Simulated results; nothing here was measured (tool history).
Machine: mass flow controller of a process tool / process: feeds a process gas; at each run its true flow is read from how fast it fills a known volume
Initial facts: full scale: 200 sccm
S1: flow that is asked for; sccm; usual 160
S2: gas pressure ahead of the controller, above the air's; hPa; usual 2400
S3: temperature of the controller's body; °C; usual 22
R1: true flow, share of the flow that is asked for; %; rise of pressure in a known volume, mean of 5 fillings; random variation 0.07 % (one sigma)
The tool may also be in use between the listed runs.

| run | hour | S1 | S2 | S3 | R1 |
|---|---|---|---|---|---|
| 1 | 0 | 160 | 2400 | 22 | 99.09 |
| 2 | 138.3 | 160 | 2400 | 22 | 98.93 |
| 3 | 334.8 | 160 | 2400 | 22 | 99.1 |
| 4 | 468.1 | 41 | 2400 | 22 | 97.62 |
| 5 | 555.5 | 41 | 2400 | 22 | 97.7 |
| 6 | 710.8 | 41 | 2400 | 34 | 99 |
| 7 | 851.5 | 41 | 2400 | 34 | 99.1 |
| 8 | 1005.1 | 41 | 2400 | 34 | 99.14 |
| 9 | 1205.2 | 160 | 2400 | 25 | 99.18 |
| 10 | 1339 | 160 | 2400 | 22 | 98.9 |
| 11 | 1452 | 160 | 2350 | 22 | 98.77 |
| 12 | 1542.4 | 160 | 2400 | 22 | 98.94 |
| 13 | 1628.1 | 160 | 2400 | 22 | 98.83 |
| 14 | 1825.1 | 160 | 2400 | 22 | 98.85 |
| 15 | 2002.9 | 160 | 2400 | 22 | 98.8 |
| 16 | 2100.1 | 160 | 2400 | 22 | 98.78 |
|  | 2115.4 | controller's zero set anew |
| 17 | 2266.4 | 160 | 2400 | 22 | 98.91 |
| 18 | 2465.9 | 160 | 2400 | 22 | 98.93 |
| 19 | 2560.8 | 160 | 2400 | 22 | 98.95 |
| 20 | 2686.6 | 160 | 2400 | 22 | 98.88 |
| 21 | 2775.2 | 160 | 2400 | 22 | 98.76 |
| 22 | 2874.4 | 160 | 2400 | 22 | 98.8 |
| 23 | 2965.8 | 160 | 2400 | 22 | 98.76 |
|  | 2997.9 | controller's zero set anew, once more |
| 24 | 3127.1 | 160 | 2400 | 34 | 99.93 |
| 25 | 3209 | 160 | 2400 | 34 | 99.63 |
| 26 | 3341.4 | 60 | 2400 | 27 | 97.79 |
| 27 | 3470.7 | 79 | 1470 | 22 | 97.12 |
| 28 | 3636.2 | 79 | 1470 | 22 | 97.21 |
| 29 | 3789.5 | 134 | 2180 | 35 | 99.53 |
| 30 | 3989.7 | 155 | 2300 | 21 | 97.96 |
| 31 | 4121.8 | 174 | 2080 | 25 | 98.76 |
| 32 | 4203.5 | 174 | 1720 | 25 | 98.64 |
| 33 | 4319.4 | 174 | 1570 | 25 | 98.73 |
| 34 | 4477.8 | 174 | 1570 | 25 | 98.5 |
| 35 | 4571.1 | 24 | 1440 | 26 | 97.9 |
| 36 | 4731.3 | 24 | 1720 | 26 | 97.99 |
| 37 | 4811.9 | 22 | 2400 | 27 | 98.43 |
| 38 | 4922.3 | 64 | 2430 | 21 | 97.17 |
| 39 | 5024.1 | 64 | 1560 | 32 | 98.19 |
| 40 | 5114.9 | 64 | 1560 | 32 | 98.18 |
| 41 | 5232.7 | 25 | 2400 | 22 | 97.78 |
| 42 | 5325.8 | 123 | 2400 | 28 | 98.37 |
| 43 | 5435.9 | 133 | 1640 | 22 | 97.74 |
| 44 | 5633.4 | 133 | 1640 | 22 | 97.67 |
| 45 | 5751.1 | 160 | 1970 | 22 | 97.89 |
| 46 | 5903.6 | 160 | 2240 | 22 | 97.96 |
| 47 | 5999.8 | 149 | 1740 | 28 | 98.46 |
| 48 | 6177 | 149 | 1740 | 28 | 98.4 |

3 options for the next run, each taken on its own from the tool as it stands now. Forecast them:
| A | 6352.9 | 160 | 2020 | 21 | ? |
| B | 6352.9 | 76 | 2400 | 36 | ? |
| C | 6352.9 | 149 | 2710 | 23 | ? |

| run | R1 |
|---|---|
| A | 97.84 |
| B | 99.04 |
| C | 98.11 |
Stripped of hidden state, with their random variation kept, the same runs would have yielded:
| run | R1 |
|---|---|
| A | 99.02 |
| B | 99.78 |
| C | 99.25 |
